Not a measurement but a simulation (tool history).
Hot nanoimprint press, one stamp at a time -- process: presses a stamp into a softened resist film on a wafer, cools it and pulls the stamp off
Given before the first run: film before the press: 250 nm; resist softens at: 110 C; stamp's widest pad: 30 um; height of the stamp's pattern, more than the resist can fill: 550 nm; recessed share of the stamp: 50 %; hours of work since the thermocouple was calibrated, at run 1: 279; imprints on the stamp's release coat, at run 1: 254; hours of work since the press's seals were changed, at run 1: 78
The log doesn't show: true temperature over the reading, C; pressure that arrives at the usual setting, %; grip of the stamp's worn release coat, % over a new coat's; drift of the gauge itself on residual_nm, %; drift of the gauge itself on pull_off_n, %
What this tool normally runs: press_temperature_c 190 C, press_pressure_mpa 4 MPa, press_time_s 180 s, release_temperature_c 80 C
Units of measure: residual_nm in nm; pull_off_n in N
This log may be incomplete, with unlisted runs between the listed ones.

run,hour,press_temperature_c,press_pressure_mpa,press_time_s,release_temperature_c,hours of work since the thermocouple was calibrated,imprints on the stamp's release coat,hours of work since the press's seals were changed,residual_nm,pull_off_n
1,0,190,4,180,80,279,254,78,108.3,147
2,11.1,190,4,180,80,285,281,83,108.2,143
3,29.1,190,4,180,80,293,325,92,108.2,145
4,49.4,190,4,180,80,303,375,102,108.2,146
5,61.6,190,4,180,80,309,405,108,107.7,146
6,77.3,190,4,180,80,317,443,115,107.3,143
7,98.1,190,4,180,80,327,494,126,107.4,141
8,118.2,190,4,180,80,337,542,135,107.2,143
# hour 123.5: plate thermocouple calibrated
9,138.9,190,4,180,80,7,586,144,106.9,149
10,159.1,190,4,180,80,17,635,154,106.6,144
11,172.5,190,4,180,87,24,668,160,106.4,129
12,184.1,190,4,180,87,30,696,166,106.5,126
13,203.6,190,4,180,80,39,743,176,106.1,142
14,227.1,181,4,296,80,51,801,187,135.8,154
15,243.5,181,4,296,80,59,841,195,135.1,144
# hour 248.5: gauge calibrated
16,268.8,198,3.86,180,80,71,902,207,76.4,146
17,285.5,190,5.84,149,80,79,943,216,95.4,146
18,304.3,186,5.35,229,82,88,989,225,102.8,145
19,326.5,190,3.45,339,80,99,1043,236,92.4,144
20,339.1,190,3.45,339,80,105,1074,242,92.1,145
21,354.6,190,3.45,339,80,113,1112,249,92.1,150
22,371.4,190,4,180,73,121,1153,257,107.4,161
23,389.8,190,2.75,180,72,130,1197,266,128.3,164
24,405.6,190,4,180,88,138,1236,274,106.8,133
25,422.5,190,4,127,76,146,1277,282,120.8,154
26,440.9,190,4,127,76,155,1322,291,120.2,153

How would selected steps in residual_nm from run to run divide? Give the signed amount a tool lacking its hidden state would still show from settings, what came in and random variation, and the signed amount left for the hidden state, including any gauge scatter that is not in both of the compared results.
Run 13 -> 14: press_temperature_c 190 -> 181, press_time_s 180 -> 296. residual_nm +29.7 nm: hidden state -0.8, all else +30.5.
Run 15 -> 16: press_temperature_c 181 -> 198, press_pressure_mpa 4 -> 3.86, press_time_s 296 -> 180, gauge calibrated. residual_nm -58.7 nm: hidden state +2.6, all else -61.3.
